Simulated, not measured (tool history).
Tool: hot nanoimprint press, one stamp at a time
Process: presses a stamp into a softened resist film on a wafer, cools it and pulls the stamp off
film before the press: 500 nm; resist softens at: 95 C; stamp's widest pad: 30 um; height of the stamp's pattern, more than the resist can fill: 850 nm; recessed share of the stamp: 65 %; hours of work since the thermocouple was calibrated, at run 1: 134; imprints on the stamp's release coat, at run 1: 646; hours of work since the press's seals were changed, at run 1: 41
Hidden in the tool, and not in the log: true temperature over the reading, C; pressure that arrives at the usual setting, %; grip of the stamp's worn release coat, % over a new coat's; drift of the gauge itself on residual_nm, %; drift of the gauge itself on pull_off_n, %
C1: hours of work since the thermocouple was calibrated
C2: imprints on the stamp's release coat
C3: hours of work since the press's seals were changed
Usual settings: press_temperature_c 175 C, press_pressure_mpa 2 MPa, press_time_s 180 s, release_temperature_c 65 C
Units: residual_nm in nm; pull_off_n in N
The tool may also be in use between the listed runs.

run 1 hour=0 | press_temperature_c=175 press_pressure_mpa=2 press_time_s=180 release_temperature_c=65 | C1=134 C2=646 C3=41 | residual_nm=245 pull_off_n=188
run 2 hour=25.6 | press_temperature_c=175 press_pressure_mpa=2 press_time_s=180 release_temperature_c=65 | C1=148 C2=711 C3=55 | residual_nm=243.9 pull_off_n=191
run 3 hour=52.6 | press_temperature_c=175 press_pressure_mpa=2 press_time_s=180 release_temperature_c=65 | C1=163 C2=781 C3=69 | residual_nm=245.7 pull_off_n=186
run 4 hour=71.5 | press_temperature_c=175 press_pressure_mpa=2 press_time_s=180 release_temperature_c=65 | C1=173 C2=829 C3=79 | residual_nm=246.2 pull_off_n=198
-- hour=76.1 plate thermocouple calibrated
run 5 hour=94.8 | press_temperature_c=175 press_pressure_mpa=2 press_time_s=180 release_temperature_c=65 | C1=10 C2=881 C3=90 | residual_nm=248.5 pull_off_n=197
run 6 hour=111.2 | press_temperature_c=175 press_pressure_mpa=2 press_time_s=180 release_temperature_c=65 | C1=19 C2=924 C3=99 | residual_nm=253.3 pull_off_n=200

Run 7 comes next. What will it give?
run 7 hour=124.7 | press_temperature_c=180 press_pressure_mpa=1.87 press_time_s=180 release_temperature_c=65 | C1=26 C2=958 C3=106 | residual_nm=? pull_off_n=?

{"run 7": {"residual_nm": 203.7, "pull_off_n": 204}}
Without the tool's hidden state the same run would have given residual_nm 193.3 nm, pull_off_n 142 N.
